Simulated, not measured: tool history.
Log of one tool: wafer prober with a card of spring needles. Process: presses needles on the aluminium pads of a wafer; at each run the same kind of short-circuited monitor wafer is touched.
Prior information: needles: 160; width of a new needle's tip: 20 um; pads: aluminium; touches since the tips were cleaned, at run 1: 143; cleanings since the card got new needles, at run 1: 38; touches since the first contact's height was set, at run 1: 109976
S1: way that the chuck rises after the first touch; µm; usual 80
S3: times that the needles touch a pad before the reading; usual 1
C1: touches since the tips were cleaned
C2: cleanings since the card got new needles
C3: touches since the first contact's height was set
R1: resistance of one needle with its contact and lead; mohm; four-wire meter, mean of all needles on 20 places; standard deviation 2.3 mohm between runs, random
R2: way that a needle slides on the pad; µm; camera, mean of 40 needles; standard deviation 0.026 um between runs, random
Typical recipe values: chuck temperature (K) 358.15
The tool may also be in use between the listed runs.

run 1 hour=0 | S1=80 chuck_temperature_(K)=358.15 S3=1 | C1=143 C2=38 C3=109976 | R1=260 R2=10.37
run 2 hour=10.1 | S1=80 chuck_temperature_(K)=358.15 S3=1 | C1=4961 C2=38 C3=114794 | R1=260 R2=10.35
-- hour=12.7 tips cleaned on abrasive film
run 3 hour=22.7 | S1=80 chuck_temperature_(K)=358.15 S3=1 | C1=4733 C2=39 C3=120692 | R1=261 R2=10.35
-- hour=26.3 tips cleaned on abrasive film
run 4 hour=37 | S1=84 chuck_temperature_(K)=358.15 S3=1 | C1=5099 C2=40 C3=127453 | R1=262 R2=10.86
-- hour=39.5 tips cleaned on abrasive film
run 5 hour=48.6 | S1=84 chuck_temperature_(K)=358.15 S3=1 | C1=4321 C2=41 C3=132922 | R1=266 R2=10.82
-- hour=52.4 tips cleaned on abrasive film
run 6 hour=62.6 | S1=84 chuck_temperature_(K)=358.15 S3=1 | C1=4834 C2=42 C3=139512 | R1=258 R2=10.89
-- hour=64.2 height of the first contact set anew
-- hour=65.5 tips cleaned on abrasive film
run 7 hour=71.4 | S1=84 chuck_temperature_(K)=358.15 S3=1 | C1=2838 C2=43 C3=3399 | R1=258 R2=10.77
-- hour=78.2 tips cleaned on abrasive film
run 8 hour=83.4 | S1=84 chuck_temperature_(K)=358.15 S3=1 | C1=2481 C2=44 C3=9042 | R1=257 R2=10.8
-- hour=91.9 tips cleaned on abrasive film
run 9 hour=94.2 | S1=84 chuck_temperature_(K)=311.15 S3=1 | C1=1122 C2=45 C3=14129 | R1=246 R2=10.81
-- hour=104.7 tips cleaned on abrasive film
run 10 hour=104.7 | S1=80 chuck_temperature_(K)=358.15 S3=1 | C1=0 C2=46 C3=19036 | R1=258 R2=10.26
run 11 hour=115 | S1=80 chuck_temperature_(K)=358.15 S3=1 | C1=4905 C2=46 C3=23941 | R1=259 R2=10.28
-- hour=118 tips cleaned on abrasive film
run 12 hour=125 | S1=80 chuck_temperature_(K)=358.15 S3=1 | C1=3330 C2=47 C3=28644 | R1=255 R2=10.24
-- hour=131.3 tips cleaned on abrasive film
run 13 hour=138.3 | S1=80 chuck_temperature_(K)=299.15 S3=2 | C1=3313 C2=48 C3=34923 | R1=248 R2=10.23
-- hour=144.1 tips cleaned on abrasive film
run 14 hour=152.7 | S1=96 chuck_temperature_(K)=307.15 S3=1 | C1=4058 C2=49 C3=41701 | R1=243 R2=12.33
-- hour=156.8 tips cleaned on abrasive film
run 15 hour=160.2 | S1=96 chuck_temperature_(K)=299.15 S3=1 | C1=1620 C2=50 C3=45211 | R1=241 R2=12.29
-- hour=169.6 tips cleaned on abrasive film
run 16 hour=169.6 | S1=96 chuck_temperature_(K)=299.15 S3=1 | C1=0 C2=51 C3=49641 | R1=242 R2=12.29
run 17 hour=178.6 | S1=68 chuck_temperature_(K)=301.15 S3=2 | C1=4264 C2=51 C3=53905 | R1=249 R2=8.7
-- hour=182.3 tips cleaned on abrasive film
run 18 hour=184.5 | S1=80 chuck_temperature_(K)=358.15 S3=1 | C1=1083 C2=52 C3=56693 | R1=264 R2=10.21
run 19 hour=193.4 | S1=80 chuck_temperature_(K)=366.15 S3=2 | C1=5273 C2=52 C3=60883 | R1=263 R2=10.22
-- hour=195.4 tips cleaned on abrasive film
run 20 hour=200 | S1=63 chuck_temperature_(K)=343.15 S3=2 | C1=2181 C2=53 C3=63961 | R1=263 R2=8.05
-- hour=208 tips cleaned on abrasive film
run 21 hour=208.3 | S1=63 chuck_temperature_(K)=343.15 S3=2 | C1=119 C2=54 C3=67876 | R1=258 R2=8.07
run 22 hour=217.4 | S1=65 chuck_temperature_(K)=374.15 S3=1 | C1=4433 C2=54 C3=72190 | R1=272 R2=8.3
-- hour=221.5 tips cleaned on abrasive film
run 23 hour=231.3 | S1=65 chuck_temperature_(K)=374.15 S3=1 | C1=4659 C2=55 C3=78747 | R1=264 R2=8.26
-- hour=234.2 tips cleaned on abrasive film
run 24 hour=245.2 | S1=65 chuck_temperature_(K)=374.15 S3=1 | C1=5214 C2=56 C3=85292 | R1=268 R2=8.29

Branching from run 24: 4 alternative next runs. What would each branch give?
-- hour=247.9 tips cleaned on abrasive film
run A hour=251.3 | S1=89 chuck_temperature_(K)=374.15 S3=1 | C1=1649 C2=57 C3=88180 | R1=? R2=?
-- hour=247.9 tips cleaned on abrasive film
run B hour=251.3 | S1=75 chuck_temperature_(K)=331.15 S3=2 | C1=1649 C2=57 C3=88180 | R1=? R2=?
-- hour=247.9 tips cleaned on abrasive film
run C hour=251.3 | S1=63 chuck_temperature_(K)=374.15 S3=2 | C1=1649 C2=57 C3=88180 | R1=? R2=?
-- hour=247.9 tips cleaned on abrasive film
run D hour=251.3 | S1=65 chuck_temperature_(K)=320.15 S3=1 | C1=1649 C2=57 C3=88180 | R1=? R2=?

run=A R1=261 R2=11.3
run=B R1=251 R2=9.55
run=C R1=268 R2=8.04
run=D R1=252 R2=8.28
Without the tool's hidden state the same runs would have given:
run=A R1=260 R2=11.49
run=B R1=251 R2=9.71
run=C R1=268 R2=8.17
run=D R1=252 R2=8.42
